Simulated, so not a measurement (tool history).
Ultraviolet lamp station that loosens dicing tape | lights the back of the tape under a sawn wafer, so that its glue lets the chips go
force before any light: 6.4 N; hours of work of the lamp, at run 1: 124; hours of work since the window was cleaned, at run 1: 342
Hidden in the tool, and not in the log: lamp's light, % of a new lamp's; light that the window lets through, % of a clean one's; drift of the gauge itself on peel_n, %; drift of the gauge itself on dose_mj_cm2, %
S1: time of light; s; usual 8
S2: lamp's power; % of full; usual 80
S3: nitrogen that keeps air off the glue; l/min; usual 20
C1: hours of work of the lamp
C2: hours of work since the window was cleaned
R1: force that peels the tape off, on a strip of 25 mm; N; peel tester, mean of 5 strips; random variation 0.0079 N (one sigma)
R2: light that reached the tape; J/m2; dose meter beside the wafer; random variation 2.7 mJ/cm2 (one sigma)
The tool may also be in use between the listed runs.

run	hour	S1	S2	S3	C1	C2	R1	R2
1	0	8	80	20	124	342	0.386	3090
2	17	8	80	20	137	354	0.389	3020
3	26.9	8	80	20	144	362	0.387	2960
4	46.5	8	80	20	159	377	0.392	2960
5	56.6	8	80	20	166	384	0.385	2980
6	66.6	8	80	20	174	392	0.391	2900
7	79.4	8	80	27	184	402	0.354	2940
8	89.1	8	80	27	191	409	0.366	2900
9	105.9	8	80	27	204	422	0.384	2870
10	117.7	8	80	27	213	431	0.381	2900
11	129.4	5	80	20	222	440	0.945	1810
12	138	5	80	20	228	446	0.952	1780
13	152.5	5	80	20	239	457	0.917	1760
14	161.6	5	80	20	246	464	0.933	1770
15	171.5	5	80	20	253	471	0.942	1750
# hour 173.1: window cleaned of glue's vapour
16	185.7	5	80	20	264	10	1.101	1640
17	195.1	5	80	20	271	17	1.074	1620
18	204.1	5	80	20	278	23	1.005	1560
19	221.7	8	82	20	291	37	0.488	2620
20	233.6	8	82	20	300	46	0.489	2590
21	250.5	8	82	20	313	59	0.493	2560
22	259.4	8	82	20	320	65	0.493	2590
23	275.9	8	82	20	332	78	0.51	2550
# hour 278.6: window cleaned of glue's vapour, once more
24	286.3	4	90	7	340	6	1.36	1790
25	303.6	10	68	9	353	19	0.436	3300
26	314.5	10	68	9	361	27	0.444	3300
27	323.3	15	80	36	368	34	0.235	5720
28	336.8	15	80	36	378	44	0.231	5710
29	348.7	11	84	34	387	53	0.245	4340
30	366.4	11	85	34	400	66	0.259	4360
31	376.7	11	85	34	408	74	0.259	4350
32	388.1	5	69	34	417	83	0.944	1590
33	399.3	5	69	17	425	91	1.122	1610
34	414.8	12	92	35	437	103	0.244	5060
35	433.1	12	92	35	451	117	0.237	5000
36	451.2	12	92	35	464	131	0.22	5000
37	461.1	12	99	22	472	138	0.249	5340
38	473.9	15	91	20	481	148	0.23	6050
39	483.4	12	69	31	489	155	0.267	3650
40	494	8	95	26	497	163	0.315	3320
41	513.1	8	95	26	511	177	0.321	3310
42	531.2	11	79	26	525	191	0.284	3780
43	546.8	5	86	7	537	203	1.267	1870
44	556.8	6	84	12	544	211	0.775	2150

Measured less the same run without the tool's hidden state. The same run-to-run variation is in both; the gauge's scatter may not be:
run	R1	R2
1	+0.072	-540
2	+0.075	-560
3	+0.078	-570
4	+0.085	-610
5	+0.087	-630
6	+0.09	-630
7	+0.077	-660
8	+0.082	-670
9	+0.088	-700
10	+0.092	-720
11	+0.305	-450
12	+0.31	-470
13	+0.31	-490
14	+0.32	-490
15	+0.327	-490
16	+0.457	-620
17	+0.449	-620
18	+0.428	-620
19	+0.185	-1060
20	+0.188	-1070
21	+0.192	-1100
22	+0.198	-1110
23	+0.207	-1140
24	+0.248	-250
25	+0.083	-520
26	+0.088	-530
27	+0.002	-960
28	+0.003	-1010
29	+0.012	-800
30	+0.013	-850
31	+0.012	-860
32	+0.255	-330
33	+0.3	-330
34	+0.006	-1120
35	+0.006	-1170
36	+0.006	-1220
37	+0.007	-1350
38	+0.003	-1570
39	+0.035	-970
40	+0.058	-910
41	+0.062	-940
42	+0.039	-1120
43	+0.442	-570
44	+0.292	-680
